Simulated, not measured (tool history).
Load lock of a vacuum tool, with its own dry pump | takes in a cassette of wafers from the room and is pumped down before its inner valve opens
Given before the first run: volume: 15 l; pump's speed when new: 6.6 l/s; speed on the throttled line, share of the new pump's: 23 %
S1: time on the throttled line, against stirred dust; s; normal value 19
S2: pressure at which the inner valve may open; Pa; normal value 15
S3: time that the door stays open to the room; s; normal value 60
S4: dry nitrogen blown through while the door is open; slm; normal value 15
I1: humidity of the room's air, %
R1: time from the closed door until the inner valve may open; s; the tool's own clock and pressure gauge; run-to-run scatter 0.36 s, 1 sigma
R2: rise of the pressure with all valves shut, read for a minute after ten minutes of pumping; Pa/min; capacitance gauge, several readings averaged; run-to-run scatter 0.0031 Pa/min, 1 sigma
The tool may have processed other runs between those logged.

run,day,S1,S2,S3,S4,I1,R1,R2
1,0.000,19,15,60,15,49.3,36.1,0.264
2,8.708,19,15,60,15,44.3,36.0,0.267
3,19.292,19,15,60,15,39.6,36.2,0.290
4,26.129,19,15,60,15,46.6,36.5,0.305
5,37.292,22,15,60,15,43.9,38.7,0.321
6,47.108,19,15,60,13,47.8,36.2,0.344
7,58.021,19,15,221,13,43.2,36.0,0.413
8,71.833,19,15,221,13,47.1,36.1,0.446
9,78.821,19,15,221,13,46.7,36.8,0.453
10,86.271,19,15,221,13,44.0,36.3,0.467
11,96.025,19,15,221,13,42.2,36.8,0.476
12,102.746,19,15,27,15,46.8,36.4,0.432
13,112.158,19,15,36,15,41.9,36.8,0.459
14,125.988,26,18,28,33,44.2,41.3,0.472
15,138.633,13,23,58,6,46.5,31.2,0.555
16,149.646,35,19,41,15,48.0,48.4,0.552
17,161.733,14,15,60,15,44.2,33.3,0.579
18,169.012,14,15,60,15,45.0,33.0,0.608
19,178.167,12,10,219,28,44.0,32.5,0.650
# day 184.238: dry pump taken out, an overhauled one fitted
20,191.700,12,10,219,9,42.2,30.5,0.713
21,206.517,12,10,219,9,46.6,30.3,0.760
22,219.317,11,10,219,15,46.5,29.6,0.786
23,231.125,10,15,27,7,47.7,27.6,0.743
# day 233.417: door's seal changed, seat wiped
24,238.388,10,15,27,7,44.1,28.4,0.052
25,244.962,10,22,46,15,44.7,26.9,0.059

How would selected steps in R1 from run to run divide? Give the signed amount a tool lacking its hidden state would still show from settings, what came in and random variation, and the signed amount left for the hidden state, including any gauge scatter that is not in both of the compared results.
The tool's hidden condition here consists of: pump's speed, % of a new pump's; leak at the door's seal, Pa l/s; drift of the gauge itself on ready_s, %; drift of the gauge itself on rise_pa_min, %.
Run 15 -> 16: S1 13 -> 35, S2 23 -> 19, S3 58 -> 41, S4 6 -> 15. R1 +17.2 s: hidden state -0.6, all else +17.8.
Run 16 -> 17: S1 35 -> 14, S2 19 -> 15, S3 41 -> 60. R1 -15.1 s: hidden state +0.7, all else -15.8.
Run 19 -> 20: S4 28 -> 9, dry pump taken out, an overhauled one fitted. R1 -2.0 s: hidden state -2.4, all else +0.4.

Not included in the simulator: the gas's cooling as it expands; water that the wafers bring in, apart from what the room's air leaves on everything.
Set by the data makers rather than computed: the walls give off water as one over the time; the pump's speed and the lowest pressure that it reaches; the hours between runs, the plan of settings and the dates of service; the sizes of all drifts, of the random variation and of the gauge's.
